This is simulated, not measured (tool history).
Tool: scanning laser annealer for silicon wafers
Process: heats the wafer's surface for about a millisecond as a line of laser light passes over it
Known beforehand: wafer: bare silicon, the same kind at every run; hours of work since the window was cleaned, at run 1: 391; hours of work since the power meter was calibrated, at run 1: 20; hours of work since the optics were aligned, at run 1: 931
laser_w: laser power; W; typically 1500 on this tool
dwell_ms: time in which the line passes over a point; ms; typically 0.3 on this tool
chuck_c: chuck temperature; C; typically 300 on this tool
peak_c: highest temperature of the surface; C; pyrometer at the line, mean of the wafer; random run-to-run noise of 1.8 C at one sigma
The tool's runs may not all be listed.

run	day	laser_w	dwell_ms	chuck_c	hours of work since the window was cleaned	hours of work since the power meter was calibrated	hours of work since the optics were aligned	peak_c
1	0	1500	0.3	300	391	20	931	1057
2	1.246	1500	0.3	300	408	37	947	1052
3	2.058	1500	0.3	300	419	48	958	1056
4	3.862	1500	0.3	281	443	72	983	1036
5	4.808	1384	0.3	281	456	85	995	980
6	6.446	1500	0.3	300	478	107	1017	1051
7	7.475	1500	0.332	300	492	121	1031	1095
8	9.054	1502	0.3	300	513	142	1052	1051
9	10.692	1502	0.3	300	535	164	1074	1050
10	12.096	1502	0.3	300	554	183	1093	1051
11	13.129	1502	0.3	300	568	197	1107	1051
12	14.825	1500	0.3	300	591	220	1130	1048
13	16.462	1500	0.321	300	613	242	1152	1076
14	18.042	1500	0.321	300	634	263	1173	1074
15	18.892	1500	0.321	300	645	275	1185	1076
16	20.267	1500	0.321	300	664	293	1203	1078
17	22.067	1500	0.321	300	688	317	1228	1074
18	23.567	1500	0.321	300	708	338	1248	1076
# day 23.846: laser's power meter calibrated
# day 24.054: optics aligned, line set to its width
19	24.733	1488	0.22	266	720	9	9	899
20	25.692	1347	0.356	300	732	22	22	1046
21	27.467	1328	0.24	300	756	46	46	897
22	28.342	1317	0.244	334	768	58	58	932
23	29.838	1317	0.244	334	788	78	78	929
24	31.479	1313	0.21	334	810	100	100	882
25	32.642	1529	0.282	291	826	116	116	1032
26	34.108	1500	0.242	277	846	135	135	949
# day 34.671: laser's power meter calibrated, once more
27	36.079	1621	0.236	277	871	19	160	986
28	37.071	1299	0.217	280	884	32	174	837
29	38.454	1445	0.3	329	903	51	192	1057

Below are 5 alternative next runs, each starting from the tool's condition after run 29. Predict each:
A	39.917	1649	0.336	292	922	71	212	?
B	39.917	1641	0.357	278	922	71	212	?
C	39.917	1493	0.282	329	922	71	212	?
D	39.917	1403	0.263	323	922	71	212	?
E	39.917	1464	0.3	329	922	71	212	?

run	peak_c
A	1167
B	1178
C	1052
D	986
E	1065
With the hidden condition removed and each run's random variation left untouched, the same runs would have given:
run	peak_c
A	1194
B	1205
C	1074
D	1006
E	1087
